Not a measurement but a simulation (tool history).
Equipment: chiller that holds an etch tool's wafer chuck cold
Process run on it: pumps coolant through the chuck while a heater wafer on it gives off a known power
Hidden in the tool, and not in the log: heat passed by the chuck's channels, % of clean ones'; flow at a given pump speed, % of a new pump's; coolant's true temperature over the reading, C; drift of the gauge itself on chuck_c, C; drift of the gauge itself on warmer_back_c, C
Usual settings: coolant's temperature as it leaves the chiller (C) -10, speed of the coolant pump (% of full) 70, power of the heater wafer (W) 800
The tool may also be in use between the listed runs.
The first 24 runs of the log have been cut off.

run	day	coolant's temperature as it leaves the chiller (C)	speed of the coolant pump (% of full)	power of the heater wafer (W)	hours since the coolant was changed and the channels were flushed	hours since the pump was overhauled	hours since the chiller's thermometer was calibrated	chuck's temperature once it has settled (C)	how much warmer the coolant comes back (C)
25	64.312	-9	66	1081	4138	4652	4787	-1.19	3.228
26	66.35	-10	69	800	4187	4701	4836	-4.38	2.312
27	68.262	-3	75	1004	4233	4747	4882	3.64	2.635
# day 69.138: chiller's thermometer calibrated
28	71.379	-3	75	1004	4307	4820	54	3.62	2.661
29	75.429	-3	70	856	4404	4918	151	2.89	2.489
30	77.725	-10	78	523	4459	4973	206	-6.77	1.426
31	80.192	-4	93	645	4519	5032	265	-0.42	1.454
# day 81.762: coolant pump overhauled
32	82.496	-4	93	645	4569	18	316	-0.21	1.467

3 ways to go on from here, each from the tool as it stands after run 32. What would each give?
A	84.508	-7	93	645	4617	66	364	?	?
B	84.508	-1	65	446	4617	66	364	?	?
C	84.508	-10	73	645	4617	66	364	?	?

run	chuck's temperature once it has settled (C)	how much warmer the coolant comes back (C)
A	-3.29	1.486
B	2.18	1.512
C	-5.65	1.887
Without the tool's unlogged condition, the same runs would have read:
run	chuck's temperature once it has settled (C)	how much warmer the coolant comes back (C)
A	-3.3	1.271
B	2.17	1.298
C	-5.66	1.672
